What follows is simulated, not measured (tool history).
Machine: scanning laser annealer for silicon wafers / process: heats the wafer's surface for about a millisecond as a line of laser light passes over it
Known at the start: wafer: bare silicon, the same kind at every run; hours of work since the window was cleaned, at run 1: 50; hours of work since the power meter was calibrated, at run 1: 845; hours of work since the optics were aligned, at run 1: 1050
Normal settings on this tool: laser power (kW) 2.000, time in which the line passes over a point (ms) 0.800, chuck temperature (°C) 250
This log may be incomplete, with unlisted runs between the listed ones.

run     day  laser power (kW)  time in which the line passes over a point (ms)  chuck temperature (°C)  hours of work since the window was cleaned  hours of work since the power meter was calibrated  hours of work since the optics were aligned  highest temperature of the surface (°C)
  1   0.000             2.000                                            0.800                     250                                          50                                                 845                                         1050                                      977
  2   2.358             2.000                                            0.800                     250                                          84                                                 880                                         1084                                      977
  3   4.721             2.000                                            0.800                     250                                         118                                                 914                                         1118                                      973
  4   6.471             2.000                                            0.800                     250                                         143                                                 939                                         1144                                      973
  5   8.304             2.000                                            0.800                     250                                         170                                                 966                                         1170                                      970
  6   9.771             1.743                                            0.800                     250                                         191                                                 987                                         1192                                      862
  7  12.171             2.000                                            0.800                     250                                         226                                                1022                                         1226                                      969
  8  14.158             2.000                                            0.800                     250                                         255                                                1050                                         1255                                      967
  9  16.154             2.000                                            0.800                     250                                         284                                                1079                                         1284                                      966
 10  18.150             2.000                                            0.581                     250                                         312                                                1108                                         1313                                      846
 11  21.529             2.000                                            0.581                     250                                         361                                                1157                                         1362                                      841
     22.175  -- optics aligned, line set to its width
 12  23.575             2.000                                            0.581                     250                                         388                                                1184                                           20                                      856
 13  26.912             2.000                                            0.581                     250                                         436                                                1232                                           69                                      853
 14  28.858             2.000                                            0.581                     250                                         465                                                1260                                           97                                      852
 15  30.621             2.000                                            0.732                     250                                         490                                                1286                                          122                                      937
 16  32.262             1.845                                            0.732                     250                                         514                                                1310                                          146                                      870
 17  33.946             1.845                                            0.732                     250                                         538                                                1334                                          170                                      873
 18  35.675             1.845                                            0.732                     250                                         563                                                1359                                          196                                      868
 19  38.296             2.000                                            0.800                     282                                         601                                                1397                                          233                                      991
 20  40.508             1.787                                            0.800                     250                                         633                                                1429                                          266                                      875
 21  42.538             1.787                                            0.800                     250                                         663                                                1459                                          295                                      878
 22  44.788             1.787                                            0.800                     250                                         695                                                1491                                          328                                      869
 23  47.604             1.781                                            0.960                     269                                         736                                                1532                                          368                                      953
 24  49.392             2.000                                            0.829                     288                                         762                                                1558                                          394                                     1005
     52.783  -- window over the wafer cleaned
 25  52.783             1.731                                            0.569                     242                                           0                                                1606                                          442                                      764
 26  54.617             1.921                                            0.929                     280                                          27                                                1632                                          469                                     1049
 27  56.792             1.921                                            0.929                     280                                          58                                                1664                                          500                                     1046
 28  60.188             1.970                                            0.612                     250                                         107                                                1713                                          549                                      872
 29  63.621             1.741                                            0.919                     215                                         157                                                1763                                          599                                      896
 30  65.467             1.923                                            0.919                     215                                         184                                                1790                                          626                                      972
 31  66.946             2.083                                            0.606                     250                                         205                                                1811                                          647                                      903
 32  69.946             2.083                                            0.606                     289                                         249                                                1854                                          691                                      944
 33  71.479             2.083                                            0.886                     222                                         271                                                1877                                          713                                     1024
 34  74.475             2.048                                            0.668                     246                                         314                                                1920                                          756                                      912
 35  77.792             2.048                                            0.668                     246                                         362                                                1968                                          804                                      907
 36  80.492             2.006                                            0.631                     277                                         401                                                2007                                          844                                      907
 37  83.712             1.985                                            0.800                     282                                         448                                                2054                                          890                                      994
 38  85.367             1.985                                            0.800                     282                                         472                                                2078                                          914                                      991
 39  87.633             1.985                                            0.800                     282                                         505                                                2111                                          947                                      987
 40  90.392             1.717                                            0.773                     223                                         545                                                2151                                          987                                      808

A few steps of highest temperature of the surface (°C) between consecutive runs. Split each: what settings, incoming material and random variation would produce without the hidden state, and what is left over for the hidden state, along with gauge scatter present in only one of the two compared results (measured, and without hidden state):
What the log doesn't record here: light that passes the window, % of a clean one's; laser's true power over the reading, %; width of the line over the set one, %; drift of the gauge itself on peak_c, C.
Run 11 -> 12: optics aligned, line set to its width. highest temperature of the surface (°C) +15: hidden state +15, all else +0.
Run 18 -> 19: laser power (kW) 1.845 -> 2.000, time in which the line passes over a point (ms) 0.732 -> 0.800, chuck temperature (°C) 250 -> 282. highest temperature of the surface (°C) +123: hidden state -6, all else +129.
Run 24 -> 25: laser power (kW) 2.000 -> 1.731, time in which the line passes over a point (ms) 0.829 -> 0.569, chuck temperature (°C) 288 -> 242, window over the wafer cleaned. highest temperature of the surface (°C) -241: hidden state +42, all else -283.
Run 25 -> 26: laser power (kW) 1.731 -> 1.921, time in which the line passes over a point (ms) 0.569 -> 0.929, chuck temperature (°C) 242 -> 280. highest temperature of the surface (°C) +285: hidden state -3, all else +288.
Run 39 -> 40: laser power (kW) 1.985 -> 1.717, time in which the line passes over a point (ms) 0.800 -> 0.773, chuck temperature (°C) 282 -> 223. highest temperature of the surface (°C) -179: hidden state +4, all else -183.
